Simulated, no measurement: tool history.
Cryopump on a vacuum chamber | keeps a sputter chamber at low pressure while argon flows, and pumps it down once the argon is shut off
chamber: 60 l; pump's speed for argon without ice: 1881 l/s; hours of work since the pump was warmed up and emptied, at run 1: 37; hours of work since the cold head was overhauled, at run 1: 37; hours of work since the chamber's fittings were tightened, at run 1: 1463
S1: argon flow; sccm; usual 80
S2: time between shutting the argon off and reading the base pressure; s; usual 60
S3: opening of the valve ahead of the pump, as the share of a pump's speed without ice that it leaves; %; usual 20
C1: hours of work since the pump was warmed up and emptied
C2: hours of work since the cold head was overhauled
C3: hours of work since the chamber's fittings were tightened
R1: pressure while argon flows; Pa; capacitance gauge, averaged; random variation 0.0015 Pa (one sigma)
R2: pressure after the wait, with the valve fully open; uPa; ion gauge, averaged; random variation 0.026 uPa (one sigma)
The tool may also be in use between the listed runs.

run	hour	S1	S2	S3	C1	C2	C3	R1	R2
1	0	80	60	20	37	37	1463	0.3604	1.31
2	23.3	39	60	20	51	51	1477	0.1756	1.28
3	45.8	38	60	20	65	65	1491	0.1723	1.32
4	57.7	38	60	20	72	72	1498	0.1725	1.29
5	79.1	80	60	20	85	85	1511	0.3642	1.29
6	100.8	80	60	20	99	99	1524	0.3644	1.29
7	116.7	80	60	20	108	108	1534	0.3639	1.37
8	135.9	80	60	20	120	120	1546	0.3656	1.36
9	153.3	80	86	20	130	130	1556	0.3663	1.02
10	169.9	80	60	20	141	141	1566	0.3672	1.36
11	180.2	80	60	20	147	147	1573	0.3686	1.32
12	197	80	60	20	157	157	1583	0.3704	1.34
13	218.9	80	60	20	170	170	1596	0.3681	1.31
14	239.5	80	60	20	183	183	1609	0.3674	1.37
15	259.1	80	105	20	195	195	1621	0.3666	0.99
16	277.9	80	105	20	206	206	1632	0.3672	0.97
17	292.9	107	173	23	215	215	1641	0.4307	0.78
18	309.4	107	173	23	225	225	1651	0.4303	0.81
19	328.5	143	74	23	237	237	1663	0.5807	1.24
20	350.7	43	24	22	250	250	1676	0.1835	2.84
21	364.9	80	130	26	259	259	1685	0.2888	0.91
22	383.2	114	130	54	270	270	1696	0.2077	0.91
23	393.5	116	130	28	276	276	1702	0.3914	0.86
24	412	131	60	57	288	288	1714	0.2308	1.41
25	434.1	80	106	22	301	301	1727	0.3402	1.01
26	449.4	80	106	22	310	310	1736	0.3425	1.08
27	465.9	121	145	20	320	320	1746	0.5662	0.86
28	480.2	121	145	20	329	329	1755	0.5679	0.92
29	502.6	135	145	20	343	343	1769	0.6395	0.91

Forecast each of these 4 alternatives for the next run:
A	516.7	108	145	20	351	351	1777	?	?
B	516.7	80	60	21	351	351	1777	?	?
C	516.7	56	49	28	351	351	1777	?	?
D	516.7	78	161	20	351	351	1777	?	?

run	R1	R2
A	0.5093	0.91
B	0.3608	1.5
C	0.1925	1.59
D	0.3687	0.86
Without the tool's hidden state the same runs would have given:
run	R1	R2
A	0.4856	0.54
B	0.3432	1.13
C	0.1801	1.24
D	0.3515	0.49

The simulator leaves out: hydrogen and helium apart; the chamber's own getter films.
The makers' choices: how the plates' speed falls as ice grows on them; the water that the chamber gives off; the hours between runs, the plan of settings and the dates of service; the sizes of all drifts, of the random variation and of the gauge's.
